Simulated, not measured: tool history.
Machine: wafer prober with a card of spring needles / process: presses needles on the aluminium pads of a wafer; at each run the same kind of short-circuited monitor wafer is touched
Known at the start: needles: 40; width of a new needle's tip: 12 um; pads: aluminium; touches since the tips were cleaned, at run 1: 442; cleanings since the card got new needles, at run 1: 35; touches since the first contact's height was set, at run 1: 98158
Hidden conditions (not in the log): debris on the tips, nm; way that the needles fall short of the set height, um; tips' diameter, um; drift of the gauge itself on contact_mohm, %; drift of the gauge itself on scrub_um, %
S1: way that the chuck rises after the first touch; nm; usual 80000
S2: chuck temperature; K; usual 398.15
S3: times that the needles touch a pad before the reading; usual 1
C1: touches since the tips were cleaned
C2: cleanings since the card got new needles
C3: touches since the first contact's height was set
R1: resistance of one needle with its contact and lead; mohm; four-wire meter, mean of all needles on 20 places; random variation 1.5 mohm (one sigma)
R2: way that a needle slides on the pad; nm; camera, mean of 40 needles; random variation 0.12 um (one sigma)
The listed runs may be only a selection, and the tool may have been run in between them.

Run 1, hour 0: usual settings; C1 442; C2 35; C3 98158. Result: R1 145 mohm, R2 16550 nm.
At hour 9.4: tips cleaned on abrasive film.
At hour 21.1: tips cleaned on abrasive film.
At hour 32.9: tips cleaned on abrasive film.
Run 2, hour 37.9: usual settings; C1 1251; C2 38; C3 107585. Result: R1 148 mohm, R2 16490 nm.
At hour 42.6: tips cleaned on abrasive film.
At hour 52: tips cleaned on abrasive film.
At hour 63.8: tips cleaned on abrasive film.
At hour 73.2: tips cleaned on abrasive film.
Run 3, hour 75.1: usual settings but S3 3; C1 482; C2 42; C3 116828. Result: R1 144 mohm, R2 16290 nm.
At hour 84.5: tips cleaned on abrasive film.
At hour 96.3: tips cleaned on abrasive film.
At hour 108: tips cleaned on abrasive film.
At hour 119.7: tips cleaned on abrasive film.
At hour 131.5: tips cleaned on abrasive film.
Run 4, hour 139.4: usual settings but S3 3; C1 1981; C2 47; C3 132825. Result: R1 147 mohm, R2 16450 nm.
At hour 141.8: tips cleaned on abrasive film.
At hour 151.2: tips cleaned on abrasive film.
At hour 162.9: tips cleaned on abrasive film.
At hour 172.3: tips cleaned on abrasive film.
Run 5, hour 173.9: usual settings but S3 3; C1 402; C2 51; C3 141404. Result: R1 142 mohm, R2 16260 nm.
At hour 183.4: tips cleaned on abrasive film.
At hour 195.1: tips cleaned on abrasive film.
At hour 206.8: tips cleaned on abrasive film.
Run 6, hour 210.4: usual settings; C1 890; C2 54; C3 150470. Result: R1 147 mohm, R2 16160 nm.
At hour 217.5: tips cleaned on abrasive film.
At hour 229.2: tips cleaned on abrasive film.
At hour 240.9: tips cleaned on abrasive film.
At hour 241.2: height of the first contact set anew.
At hour 250.6: tips cleaned on abrasive film.
At hour 262.4: tips cleaned on abrasive film.
At hour 272.9: tips cleaned on abrasive film.
Run 7, hour 272.9: usual settings but S1 81000 nm; C1 0; C2 60; C3 7859. Result: R1 142 mohm, R2 16040 nm.
At hour 282.3: tips cleaned on abrasive film.
At hour 291.7: tips cleaned on abrasive film.
At hour 303.4: tips cleaned on abrasive film.
At hour 312.8: tips cleaned on abrasive film.
At hour 324.6: tips cleaned on abrasive film.
Run 8, hour 329: usual settings but S2 310.15 K; C1 1116; C2 65; C3 21825. Result: R1 140 mohm, R2 15670 nm.
At hour 336.1: tips cleaned on abrasive film.
At hour 347.8: tips cleaned on abrasive film.
At hour 359.6: tips cleaned on abrasive film.
At hour 369: tips cleaned on abrasive film.
Run 9, hour 375.7: usual settings but S2 310.15 K; C1 1695; C2 69; C3 33449. Result: R1 144 mohm, R2 15580 nm.
At hour 380.5: tips cleaned on abrasive film.
At hour 392.2: tips cleaned on abrasive film.
At hour 401.6: tips cleaned on abrasive film.
At hour 413.4: tips cleaned on abrasive film.
At hour 425.1: tips cleaned on abrasive film.
Run 10, hour 429.8: usual settings but S2 310.15 K; C1 1168; C2 74; C3 46882. Result: R1 140 mohm, R2 15790 nm.
At hour 436.9: tips cleaned on abrasive film.
At hour 448.6: tips cleaned on abrasive film.
At hour 460.3: tips cleaned on abrasive film.
At hour 472.1: tips cleaned on abrasive film.
At hour 483.8: tips cleaned on abrasive film.
At hour 493.2: tips cleaned on abrasive film.
Run 11, hour 495: usual settings but S2 310.15 K; C1 449; C2 80; C3 63100. Result: R1 133 mohm, R2 15800 nm.
At hour 504.4: tips cleaned on abrasive film.
At hour 516.2: tips cleaned on abrasive film.
At hour 527.9: tips cleaned on abrasive film.
At hour 539.6: tips cleaned on abrasive film.
At hour 551.4: tips cleaned on abrasive film.
Run 12, hour 553: usual settings but S2 310.15 K; C1 413; C2 85; C3 77531. Result: R1 133 mohm, R2 15550 nm.
At hour 562.4: tips cleaned on abrasive film.
At hour 574.2: tips cleaned on abrasive film.
Run 13, hour 582.9: usual settings but S2 310.15 K; C1 2178; C2 87; C3 84967. Result: R1 146 mohm, R2 15410 nm.
At hour 585.3: tips cleaned on abrasive film.
At hour 597: tips cleaned on abrasive film.
At hour 602: height of the first contact set anew, once more.
At hour 609.1: tips cleaned on abrasive film.
At hour 620.8: tips cleaned on abrasive film.
Run 14, hour 625.4: usual settings but S2 302.15 K; C1 1144; C2 91; C3 5817. Result: R1 136 mohm, R2 16940 nm.
At hour 632.4: tips cleaned on abrasive film.
At hour 644.2: tips cleaned on abrasive film.
At hour 655.9: tips cleaned on abrasive film.
At hour 667.7: tips cleaned on abrasive film.
At hour 679.4: tips cleaned on abrasive film.
Run 15, hour 686.3: usual settings but S1 65000 nm, S2 348.15 K; C1 1743; C2 96; C3 20993. Result: R1 152 mohm, R2 13570 nm.
At hour 691.1: tips cleaned on abrasive film.
At hour 702.8: tips cleaned on abrasive film.
At hour 714.6: tips cleaned on abrasive film.
At hour 724: tips cleaned on abrasive film.
Run 16, hour 724.1: usual settings but S1 65000 nm, S2 348.15 K; C1 24; C2 100; C3 30362. Result: R1 136 mohm, R2 13550 nm.
At hour 733.5: tips cleaned on abrasive film.
At hour 742.9: tips cleaned on abrasive film.
At hour 754.6: tips cleaned on abrasive film.
At hour 764: tips cleaned on abrasive film.
Run 17, hour 768: usual settings but S1 90000 nm, S2 314.15 K, S3 2; C1 994; C2 104; C3 41282. Result: R1 136 mohm, R2 18820 nm.
At hour 775.1: tips cleaned on abrasive film.
At hour 784.5: tips cleaned on abrasive film.
At hour 796.2: tips cleaned on abrasive film.
At hour 808: tips cleaned on abrasive film.
Run 18, hour 814.5: usual settings but S1 62000 nm, S2 308.15 K; C1 1638; C2 108; C3 52849. Result: R1 153 mohm, R2 12900 nm.
At hour 819.3: tips cleaned on abrasive film.
At hour 831: tips cleaned on abrasive film.
At hour 842.7: tips cleaned on abrasive film.
At hour 854.5: tips cleaned on abrasive film.
At hour 866.2: tips cleaned on abrasive film.
Run 19, hour 870.2: usual settings but S1 62000 nm, S2 308.15 K; C1 1013; C2 113; C3 66711. Result: R1 140 mohm, R2 12840 nm.
At hour 877.3: tips cleaned on abrasive film.
At hour 889.1: tips cleaned on abrasive film.
At hour 900.8: tips cleaned on abrasive film.
At hour 910.2: tips cleaned on abrasive film.
At hour 921.9: tips cleaned on abrasive film.
At hour 933.7: tips cleaned on abrasive film.
Run 20, hour 937.2: usual settings but S1 62000 nm, S2 308.15 K; C1 877; C2 119; C3 83357. Result: R1 139 mohm, R2 12750 nm.
At hour 944.3: tips cleaned on abrasive film.
At hour 956: tips cleaned on abrasive film.
At hour 967.7: tips cleaned on abrasive film.
At hour 979.5: tips cleaned on abrasive film.
At hour 991.2: tips cleaned on abrasive film.
Run 21, hour 991.4: usual settings but S1 62000 nm, S2 312.15 K, S3 2; C1 49; C2 124; C3 96839. Result: R1 131 mohm, R2 12830 nm.
At hour 1000.8: tips cleaned on abrasive film.
At hour 1012.6: tips cleaned on abrasive film.
At hour 1024.3: tips cleaned on abrasive film.
Run 22, hour 1027.2: usual settings but S1 99000 nm, S2 337.15 K; C1 728; C2 127; C3 105746. Result: R1 134 mohm, R2 20580 nm.
At hour 1034.3: tips cleaned on abrasive film.
At hour 1043.7: tips cleaned on abrasive film.
At hour 1055.4: tips cleaned on abrasive film.
At hour 1067.2: tips cleaned on abrasive film.
At hour 1078.9: tips cleaned on abrasive film.
Run 23, hour 1084.4: usual settings but S1 85000 nm, S2 337.15 K, S3 2; C1 1386; C2 132; C3 119979. Result: R1 143 mohm, R2 17500 nm.
At hour 1089.2: tips cleaned on abrasive film.
At hour 1098.6: tips cleaned on abrasive film.
At hour 1110.3: tips cleaned on abrasive film.
Run 24, hour 1115.2: usual settings but S1 76000 nm, S2 337.15 K, S3 2; C1 1228; C2 135; C3 127632. Result: R1 139 mohm, R2 15540 nm.
At hour 1120: tips cleaned on abrasive film.
At hour 1131.7: tips cleaned on abrasive film.
At hour 1143.5: tips cleaned on abrasive film.
At hour 1155.2: tips cleaned on abrasive film.
Run 25, hour 1156: usual settings but S1 81000 nm, S2 298.15 K; C1 206; C2 139; C3 137769. Result: R1 133 mohm, R2 16580 nm.
At hour 1165.4: tips cleaned on abrasive film.
At hour 1177.2: tips cleaned on abrasive film.
At hour 1188.9: tips cleaned on abrasive film.
At hour 1200.6: tips cleaned on abrasive film.
Run 26, hour 1203.8: usual settings but S1 81000 nm, S2 298.15 K; C1 794; C2 143; C3 149659. Result: R1 136 mohm, R2 16310 nm.

Some steps in R1, run to run, broken into two amounts with sign: the step expected even without the hidden condition (settings, incoming material, random variation), and the rest, left for the hidden condition together with whatever gauge scatter is not in both the measured and the hidden-condition-free result:
Run 14 -> 15: S1 80000 -> 65000, S2 302.15 -> 348.15, tips cleaned on abrasive film, tips cleaned on abrasive film, tips cleaned on abrasive film, tips cleaned on abrasive film, tips cleaned on abrasive film. R1 +16 mohm: hidden state +8, all else +8.
Run 15 -> 16: tips cleaned on abrasive film, tips cleaned on abrasive film, tips cleaned on abrasive film, tips cleaned on abrasive film. R1 -16 mohm: hidden state -16, all else +0.
Run 17 -> 18: S1 90000 -> 62000, S2 314.15 -> 308.15, S3 2 -> 1, tips cleaned on abrasive film, tips cleaned on abrasive film, tips cleaned on abrasive film, tips cleaned on abrasive film. R1 +17 mohm: hidden state +18, all else -1.
